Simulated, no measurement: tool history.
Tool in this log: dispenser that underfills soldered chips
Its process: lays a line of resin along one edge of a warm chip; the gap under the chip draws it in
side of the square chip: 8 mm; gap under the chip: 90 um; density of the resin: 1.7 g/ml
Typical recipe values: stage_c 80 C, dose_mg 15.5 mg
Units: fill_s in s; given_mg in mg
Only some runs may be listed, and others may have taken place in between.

run   hour  stage_c  dose_mg  fill_s  given_mg
  1      0       80     15.5      46     15.38
  2    6.8       80     15.5    56.6     15.37
       9.4  -- new syringe of resin
  3   17.8       80     15.5    61.9     15.32
      18.7  -- new syringe of resin
      27.9  -- new syringe of resin
  4   32.1       86     15.5    45.7      15.2
      37.2  -- new syringe of resin
  5   43.6       86     15.5    48.4     15.22
      46.8  -- new syringe of resin
      55.8  -- dispensing valve cleaned and set on the balance
      57.1  -- new syringe of resin
  6   57.1       86     15.5    37.8     15.54
  7   65.1       86     15.5    49.6     15.44
      66.9  -- new syringe of resin
      76.4  -- new syringe of resin
  8   76.4       80     15.5      46     15.42
  9   82.5       80     18.8    55.7     18.61
      86.3  -- new syringe of resin
      95.6  -- new syringe of resin
 10   95.6       80     18.8    45.7     18.49
 11  102.8       77     15.5    63.7     15.23
     105.2  -- new syringe of resin
 12  111.1       77     15.5    61.3     15.11
       115  -- new syringe of resin
 13  119.6       77     15.5      60     15.07
     124.8  -- new syringe of resin
     125.8  -- dispensing valve cleaned and set on the balance
 14  132.9       77     15.5    62.3     15.48
     135.7  -- new syringe of resin
 15  144.2       77     15.5    67.4     15.43
     145.1  -- new syringe of resin
 16  153.7       77     15.5    66.8     15.35
     154.6  -- new syringe of resin
     164.1  -- new syringe of resin
 17  166.6       77     15.5    54.4     15.21
     173.3  -- new syringe of resin
 18  178.2       68     18.1      76     17.78
       183  -- new syringe of resin
 19  191.1       73     17.4    73.8     16.98
     192.5  -- new syringe of resin
       196  -- dispensing valve cleaned and set on the balance
     202.8  -- new syringe of resin
 20  202.8       72     13.6    61.3     13.56

Predict the results of run 21:
     212.2  -- new syringe of resin
 21  215.2       72     13.6       ?         ?

Run 21 came out at fill_s 65.6 s, given_mg 13.54 mg.
Had the tool carried no hidden state, the very same run would have given fill_s 61.7 s, given_mg 13.6 mg.
